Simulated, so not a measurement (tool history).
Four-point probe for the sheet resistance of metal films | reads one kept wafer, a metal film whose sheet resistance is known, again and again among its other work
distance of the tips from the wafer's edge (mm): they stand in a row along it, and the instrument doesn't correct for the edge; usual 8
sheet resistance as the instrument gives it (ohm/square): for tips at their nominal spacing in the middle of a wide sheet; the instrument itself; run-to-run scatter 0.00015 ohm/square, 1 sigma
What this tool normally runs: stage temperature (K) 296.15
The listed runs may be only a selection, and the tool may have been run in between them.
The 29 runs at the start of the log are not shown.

| run | hour | stage temperature (K) | distance of the tips from the wafer's edge (mm) | touches since the probe head was changed | hours of work since the stage's thermometer was calibrated | sheet resistance as the instrument gives it (ohm/square) |
|---|---|---|---|---|---|---|
| 30 | 866.4 | 294.15 | 4 | 88878 | 1072 | 1.146413 |
| 31 | 903.9 | 294.15 | 4 | 90088 | 1088 | 1.146333 |
| 32 | 925.1 | 294.15 | 33 | 90772 | 1098 | 1.131485 |
| 33 | 961.8 | 306.15 | 24 | 91955 | 1114 | 1.126098 |
| 34 | 986.0 | 296.15 | 8 | 92737 | 1125 | 1.134330 |
| 35 | 1023.8 | 296.15 | 20 | 93957 | 1142 | 1.131099 |
| 36 | 1041.5 | 294.15 | 18 | 94530 | 1150 | 1.131745 |
| 37 | 1082.8 | 297.15 | 52 | 95862 | 1168 | 1.129820 |
| 38 | 1116.8 | 299.15 | 7 | 96958 | 1183 | 1.133714 |
| 39 | 1140.9 | 306.15 | 7 | 97738 | 1194 | 1.130915 |
| 40 | 1159.1 | 304.15 | 14 | 98326 | 1202 | 1.128081 |
| 41 | 1178.2 | 304.15 | 14 | 98941 | 1210 | 1.128104 |

Below are 4 alternative next runs, each starting from the tool's condition after run 41. Predict each:
| A | 1208.0 | 302.15 | 8 | 99903 | 1224 | ? |
| B | 1208.0 | 294.15 | 7 | 99903 | 1224 | ? |
| C | 1208.0 | 296.15 | 14 | 99903 | 1224 | ? |
| D | 1208.0 | 304.15 | 11 | 99903 | 1224 | ? |

| run | sheet resistance as the instrument gives it (ohm/square) |
|---|---|
| A | 1.131430 |
| B | 1.136291 |
| C | 1.131431 |
| D | 1.128778 |
Without the tool's unlogged condition, the same runs would have read:
| run | sheet resistance as the instrument gives it (ohm/square) |
|---|---|
| A | 1.131395 |
| B | 1.136257 |
| C | 1.131397 |
| D | 1.128744 |
